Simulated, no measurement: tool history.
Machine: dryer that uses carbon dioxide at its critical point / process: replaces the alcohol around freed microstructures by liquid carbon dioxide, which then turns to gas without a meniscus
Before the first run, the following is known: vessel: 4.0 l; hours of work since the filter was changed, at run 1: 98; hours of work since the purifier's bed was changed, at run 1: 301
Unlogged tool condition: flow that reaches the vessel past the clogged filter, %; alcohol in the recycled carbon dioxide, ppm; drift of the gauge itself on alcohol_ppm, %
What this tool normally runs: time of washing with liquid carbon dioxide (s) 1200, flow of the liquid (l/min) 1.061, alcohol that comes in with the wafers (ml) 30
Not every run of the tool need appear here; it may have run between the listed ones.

| run | hour | time of washing with liquid carbon dioxide (s) | flow of the liquid (l/min) | alcohol that comes in with the wafers (ml) | hours of work since the filter was changed | hours of work since the purifier's bed was changed | alcohol left in the vessel before it's heated (ppm by volume) |
|---|---|---|---|---|---|---|---|
| 1 | 0 | 1200 | 1.061 | 30 | 98 | 301 | 156 |
| 2 | 14.5 | 1200 | 1.061 | 30 | 108 | 311 | 170 |
| 3 | 21.7 | 1200 | 1.061 | 30 | 113 | 316 | 157 |
| 4 | 32.8 | 1200 | 1.061 | 30 | 120 | 323 | 169 |
| 5 | 47.1 | 1200 | 1.061 | 69 | 130 | 333 | 308 |
| 6 | 61.6 | 1200 | 1.061 | 69 | 139 | 343 | 322 |
| 7 | 69.8 | 1200 | 1.061 | 69 | 145 | 348 | 326 |
| 8 | 81.5 | 1200 | 1.061 | 30 | 153 | 356 | 194 |
| 9 | 90.2 | 1200 | 1.061 | 30 | 159 | 362 | 183 |
| 10 | 98.5 | 1200 | 1.061 | 30 | 164 | 367 | 183 |
| 11 | 109.8 | 840 | 1.061 | 30 | 172 | 375 | 491 |
| 12 | 121.9 | 840 | 1.061 | 30 | 180 | 383 | 497 |
| 13 | 134.9 | 1200 | 1.061 | 30 | 189 | 392 | 200 |
| 14 | 149.4 | 1440 | 1.061 | 30 | 199 | 402 | 131 |
| 15 | 159.3 | 1200 | 1.061 | 30 | 205 | 408 | 208 |
| 16 | 172.1 | 1200 | 1.061 | 30 | 214 | 417 | 213 |
| 17 | 184.2 | 1200 | 1.061 | 21 | 222 | 425 | 172 |
| 18 | 194.1 | 1200 | 1.061 | 21 | 229 | 432 | 178 |
| 19 | 206.2 | 1560 | 1.061 | 30 | 237 | 440 | 122 |
| 20 | 212.7 | 1560 | 1.061 | 30 | 241 | 444 | 126 |
| 21 | 220.2 | 840 | 1.061 | 30 | 246 | 449 | 551 |
| 22 | 231.5 | 1740 | 1.061 | 30 | 254 | 457 | 111 |
| 23 | 243.6 | 1740 | 1.061 | 30 | 262 | 465 | 120 |
| 24 | 254 | 1740 | 1.061 | 30 | 269 | 472 | 106 |
| 25 | 264.9 | 1740 | 1.061 | 30 | 276 | 480 | 110 |
| 26 | 273.2 | 1740 | 1.25 | 88 | 282 | 485 | 122 |
| 27 | 288 | 1740 | 1.25 | 88 | 292 | 495 | 117 |
| 28 | 299.9 | 780 | 0.93 | 33 | 300 | 503 | 1007 |
|  | 303.3 | inlet filter changed |
| 29 | 311.9 | 1080 | 1.061 | 47 | 6 | 510 | 297 |
| 30 | 322 | 1080 | 1.32 | 47 | 13 | 517 | 169 |
| 31 | 337.4 | 840 | 1.38 | 45 | 23 | 528 | 292 |
| 32 | 351.3 | 1200 | 0.85 | 36 | 32 | 537 | 334 |
| 33 | 362.5 | 1200 | 0.85 | 36 | 40 | 545 | 359 |
| 34 | 377.9 | 1200 | 1.5 | 26 | 50 | 555 | 117 |
| 35 | 387 | 1200 | 1.5 | 26 | 56 | 561 | 120 |
| 36 | 395.4 | 900 | 1.08 | 26 | 62 | 567 | 316 |
| 37 | 408.4 | 900 | 1.08 | 26 | 71 | 576 | 334 |
| 38 | 415.6 | 1800 | 1.061 | 22 | 76 | 580 | 117 |
| 39 | 425.4 | 1800 | 1.33 | 21 | 82 | 587 | 118 |
| 40 | 435.3 | 1800 | 1.33 | 21 | 89 | 594 | 103 |
| 41 | 448.5 | 1800 | 1.33 | 21 | 98 | 603 | 108 |
| 42 | 464 | 1800 | 1.33 | 21 | 108 | 613 | 113 |
| 43 | 471.7 | 1800 | 1.33 | 21 | 113 | 618 | 110 |
| 44 | 483.9 | 1740 | 1.061 | 30 | 122 | 626 | 139 |
| 45 | 498 | 900 | 1.05 | 30 | 131 | 636 | 428 |
| 46 | 514 | 1020 | 0.73 | 30 | 142 | 647 | 753 |
| 47 | 522.1 | 1020 | 0.73 | 30 | 147 | 652 | 745 |

Each row is a separate what-if for the run after 47, all from the same tool condition, not one after another. Results?
| A | 537.8 | 720 | 0.66 | 30 | 158 | 663 | ? |
| B | 537.8 | 1380 | 1.061 | 30 | 158 | 663 | ? |
| C | 537.8 | 780 | 1.53 | 61 | 158 | 663 | ? |
| D | 537.8 | 780 | 0.73 | 30 | 158 | 663 | ? |

| run | alcohol left in the vessel before it's heated (ppm by volume) |
|---|---|
| A | 1621 |
| B | 185 |
| C | 416 |
| D | 1247 |
With the hidden condition removed and each run's random variation left untouched, the same runs would have given:
| run | alcohol left in the vessel before it's heated (ppm by volume) |
|---|---|
| A | 1319 |
| B | 46 |
| C | 219 |
| D | 963 |

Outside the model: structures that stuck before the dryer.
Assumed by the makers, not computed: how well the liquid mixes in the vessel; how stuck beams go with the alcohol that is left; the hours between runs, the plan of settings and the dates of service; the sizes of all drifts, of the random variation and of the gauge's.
